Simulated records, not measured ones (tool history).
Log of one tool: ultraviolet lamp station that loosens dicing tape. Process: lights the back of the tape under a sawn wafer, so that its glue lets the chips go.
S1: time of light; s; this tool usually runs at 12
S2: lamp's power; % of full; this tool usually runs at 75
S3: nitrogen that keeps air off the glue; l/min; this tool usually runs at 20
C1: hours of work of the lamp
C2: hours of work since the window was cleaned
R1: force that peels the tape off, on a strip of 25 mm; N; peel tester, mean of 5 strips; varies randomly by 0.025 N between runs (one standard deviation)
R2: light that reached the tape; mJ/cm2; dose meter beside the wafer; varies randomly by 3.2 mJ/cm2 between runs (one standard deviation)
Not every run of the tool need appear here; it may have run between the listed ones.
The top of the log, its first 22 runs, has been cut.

run,day,S1,S2,S3,C1,C2,R1,R2
23,8.504,16,75,20,297,55,0.982,568
24,8.925,16,75,20,305,63,0.998,558
25,9.421,12,64,20,314,72,2.329,357
26,9.817,6,78,10,321,79,5.325,214
27,10.346,6,75,27,331,89,3.939,202
28,10.804,6,80,23,339,97,4.017,216
29,11.338,12,63,10,349,107,3.376,341
30,11.808,12,64,19,357,116,2.432,349
31,12.329,11,80,8,367,125,3.066,393
32,12.571,14,80,8,371,130,2.297,498
33,13.071,14,69,9,380,139,2.567,427
34,13.329,12,75,23,385,143,1.822,393
35,13.629,21,68,23,391,149,0.714,630
36,14.112,24,88,20,399,158,0.328,911
37,14.558,24,88,20,407,166,0.356,915
38,14.862,19,88,10,413,171,0.919,730
39,15.112,12,61,29,418,176,2.365,312
40,15.625,12,61,29,427,185,2.342,311
41,15.946,20,75,33,433,191,0.532,638
42,16.2,12,60,26,437,196,2.606,305
43,16.583,12,60,26,444,203,2.579,305

Alternative continuations, all from the tool just after run 43; predict every row:
A,17.05,12,85,20,453,211,?,?
B,17.05,22,91,23,453,211,?,?
C,17.05,21,65,16,453,211,?,?

run,R1,R2
A,1.661,430
B,0.384,843
C,1.108,577
Stripped of hidden state, with their random variation kept, the same runs would have yielded:
run,R1,R2
A,0.921,579
B,0.248,1136
C,0.581,776
